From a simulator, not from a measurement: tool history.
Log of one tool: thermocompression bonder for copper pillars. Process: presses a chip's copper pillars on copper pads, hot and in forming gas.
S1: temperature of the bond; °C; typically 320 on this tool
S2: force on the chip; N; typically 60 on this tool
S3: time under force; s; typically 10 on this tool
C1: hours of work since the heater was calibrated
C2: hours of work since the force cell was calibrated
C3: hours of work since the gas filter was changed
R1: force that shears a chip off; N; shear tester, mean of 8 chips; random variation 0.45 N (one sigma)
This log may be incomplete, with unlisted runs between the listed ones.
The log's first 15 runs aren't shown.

run   hour   S1  S2  S3   C1   C2   C3    R1
 16  137.3  320  60  15  207  292  146    64
 17  144.3  320  71  10  211  296  150  60.9
 18    156  320  71  10  218  303  157  60.2
 19  162.4  325  37  10  222  307  161    45
 20  172.3  317  41  16  228  313  167  51.9
 21  183.2  346  48  28  234  319  173  78.5
 22  193.5  315  48  28  240  326  180  64.5
 23  205.2  297  45  28  247  333  187  51.8
 24  214.7  320  47  10  253  338  192    49
 25    223  320  47  10  258  343  197  48.6
 26  230.4  340  74   9  262  348  202  70.8
 27  237.5  332  60   8  267  352  206  58.2
 28  247.6  303  60  10  273  358  212  46.5
 29    255  294  88  16  277  362  216  59.2
 30  260.9  294  88  16  281  366  220  60.1

Forecast run 31:
 31  269.1  334  44  26  285  371  225   ?

Run 31 gave R1 70.8 N.
On a tool with no hidden condition, and with the same random variation, this run would have come out at R1 72 N.
